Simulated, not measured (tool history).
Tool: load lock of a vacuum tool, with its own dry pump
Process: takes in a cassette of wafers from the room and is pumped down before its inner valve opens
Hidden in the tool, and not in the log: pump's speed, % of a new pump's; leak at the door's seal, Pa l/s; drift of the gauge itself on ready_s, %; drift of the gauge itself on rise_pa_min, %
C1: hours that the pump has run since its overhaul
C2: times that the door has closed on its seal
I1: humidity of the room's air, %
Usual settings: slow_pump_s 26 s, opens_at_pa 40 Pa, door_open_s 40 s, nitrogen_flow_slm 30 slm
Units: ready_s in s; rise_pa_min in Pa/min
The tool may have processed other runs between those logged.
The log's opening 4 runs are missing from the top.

{"run": 5, "day": 22.254, "slow_pump_s": 26, "opens_at_pa": 40, "door_open_s": 36, "nitrogen_flow_slm": 30, "C1": 5635, "C2": 20698, "I1": 47.1, "ready_s": 53.5, "rise_pa_min": 0.107}
{"run": 6, "day": 30.146, "slow_pump_s": 26, "opens_at_pa": 40, "door_open_s": 36, "nitrogen_flow_slm": 30, "C1": 5824, "C2": 21190, "I1": 45.3, "ready_s": 53.6, "rise_pa_min": 0.11}
{"run": 7, "day": 38.025, "slow_pump_s": 26, "opens_at_pa": 40, "door_open_s": 36, "nitrogen_flow_slm": 30, "C1": 6013, "C2": 21682, "I1": 45.2, "ready_s": 53.9, "rise_pa_min": 0.113}
{"run": 8, "day": 47.325, "slow_pump_s": 26, "opens_at_pa": 40, "door_open_s": 36, "nitrogen_flow_slm": 30, "C1": 6237, "C2": 22263, "I1": 42.5, "ready_s": 54.8, "rise_pa_min": 0.115}
{"run": 9, "day": 54.933, "slow_pump_s": 26, "opens_at_pa": 40, "door_open_s": 36, "nitrogen_flow_slm": 30, "C1": 6419, "C2": 22737, "I1": 44.9, "ready_s": 54.2, "rise_pa_min": 0.122}
{"run": 10, "day": 59.75, "slow_pump_s": 26, "opens_at_pa": 40, "door_open_s": 36, "nitrogen_flow_slm": 30, "C1": 6535, "C2": 23038, "I1": 44.9, "ready_s": 54.9, "rise_pa_min": 0.119}
{"run": 11, "day": 63.908, "slow_pump_s": 26, "opens_at_pa": 40, "door_open_s": 36, "nitrogen_flow_slm": 30, "C1": 6635, "C2": 23297, "I1": 49.0, "ready_s": 54.0, "rise_pa_min": 0.117}
{"run": 12, "day": 69.104, "slow_pump_s": 26, "opens_at_pa": 51, "door_open_s": 36, "nitrogen_flow_slm": 30, "C1": 6759, "C2": 23622, "I1": 44.4, "ready_s": 53.6, "rise_pa_min": 0.126}
{"run": 13, "day": 77.608, "slow_pump_s": 26, "opens_at_pa": 51, "door_open_s": 36, "nitrogen_flow_slm": 30, "C1": 6963, "C2": 24152, "I1": 47.9, "ready_s": 53.7, "rise_pa_min": 0.131}
{"run": 14, "day": 84.188, "slow_pump_s": 26, "opens_at_pa": 51, "door_open_s": 36, "nitrogen_flow_slm": 30, "C1": 7121, "C2": 24563, "I1": 47.2, "ready_s": 53.8, "rise_pa_min": 0.127}
{"run": 15, "day": 90.229, "slow_pump_s": 26, "opens_at_pa": 40, "door_open_s": 40, "nitrogen_flow_slm": 30, "C1": 7266, "C2": 24940, "I1": 44.6, "ready_s": 55.3, "rise_pa_min": 0.137}
{"run": 16, "day": 98.608, "slow_pump_s": 26, "opens_at_pa": 40, "door_open_s": 40, "nitrogen_flow_slm": 33, "C1": 7467, "C2": 25463, "I1": 48.9, "ready_s": 55.5, "rise_pa_min": 0.137}
{"run": 17, "day": 107.779, "slow_pump_s": 26, "opens_at_pa": 40, "door_open_s": 40, "nitrogen_flow_slm": 33, "C1": 7688, "C2": 26035, "I1": 45.7, "ready_s": 54.9, "rise_pa_min": 0.139}
{"run": 18, "day": 112.442, "slow_pump_s": 26, "opens_at_pa": 40, "door_open_s": 40, "nitrogen_flow_slm": 33, "C1": 7799, "C2": 26326, "I1": 47.2, "ready_s": 55.3, "rise_pa_min": 0.144}
{"run": 19, "day": 120.292, "slow_pump_s": 26, "opens_at_pa": 40, "door_open_s": 40, "nitrogen_flow_slm": 33, "C1": 7988, "C2": 26816, "I1": 43.3, "ready_s": 55.2, "rise_pa_min": 0.146}
{"run": 20, "day": 127.354, "slow_pump_s": 26, "opens_at_pa": 47, "door_open_s": 140, "nitrogen_flow_slm": 33, "C1": 8157, "C2": 27256, "I1": 42.4, "ready_s": 55.4, "rise_pa_min": 0.166}

Predict the results of run 21:
{"run": 21, "day": 133.888, "slow_pump_s": 26, "opens_at_pa": 40, "door_open_s": 40, "nitrogen_flow_slm": 11, "C1": 8314, "C2": 27664, "I1": 46.6, "ready_s": "?", "rise_pa_min": "?"}

ready_s: 56.4 s
rise_pa_min: 0.166 Pa/min
Minus the tool's unlogged condition, the same run would have read ready_s 49.5 s, rise_pa_min 0.027 Pa/min.

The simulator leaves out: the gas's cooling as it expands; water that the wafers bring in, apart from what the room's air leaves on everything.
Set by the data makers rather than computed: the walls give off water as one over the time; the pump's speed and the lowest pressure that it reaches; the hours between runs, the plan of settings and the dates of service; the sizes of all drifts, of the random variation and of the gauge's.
